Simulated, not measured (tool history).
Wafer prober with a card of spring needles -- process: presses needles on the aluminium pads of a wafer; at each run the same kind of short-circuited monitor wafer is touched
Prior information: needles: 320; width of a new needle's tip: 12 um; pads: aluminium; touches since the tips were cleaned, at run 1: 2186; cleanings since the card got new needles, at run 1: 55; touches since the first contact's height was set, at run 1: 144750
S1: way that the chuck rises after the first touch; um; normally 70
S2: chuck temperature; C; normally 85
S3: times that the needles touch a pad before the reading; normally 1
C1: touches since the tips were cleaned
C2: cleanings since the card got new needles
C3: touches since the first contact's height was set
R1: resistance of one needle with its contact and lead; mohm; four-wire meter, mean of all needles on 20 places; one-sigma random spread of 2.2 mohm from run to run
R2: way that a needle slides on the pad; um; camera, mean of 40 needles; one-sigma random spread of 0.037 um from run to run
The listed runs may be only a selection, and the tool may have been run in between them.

run  hour  S1  S2  S3    C1  C2      C3   R1     R2
  1   0.0  70  85   1  2186  55  144750  266  15.19
      6.2  -- tips cleaned on abrasive film
     17.3  -- tips cleaned on abrasive film
  2  20.8  70  85   1  1434  57  153113  258  15.12
     22.8  -- height of the first contact set anew
     29.7  -- tips cleaned on abrasive film
  3  39.1  79  85   1  3835  58    6582  269  17.56
     40.9  -- tips cleaned on abrasive film
  4  49.7  79  85   1  3572  59   10832  271  17.50
     52.4  -- tips cleaned on abrasive film
     65.5  -- tips cleaned on abrasive film
  5  72.1  79  85   1  2685  61   19842  267  17.56
     77.5  -- tips cleaned on abrasive film
     89.4  -- tips cleaned on abrasive film
  6  93.4  79  85   1  1613  63   28413  263  17.48

For run 7, what comes out?
     100.7  -- tips cleaned on abrasive film
  7  105.8  79  85   1  2064  64  33412   ?   ?

Run 7 yielded R1 264 mohm, R2 17.51 um.
Minus the tool's unlogged condition, the same run would have read R1 250 mohm, R2 17.64 um.
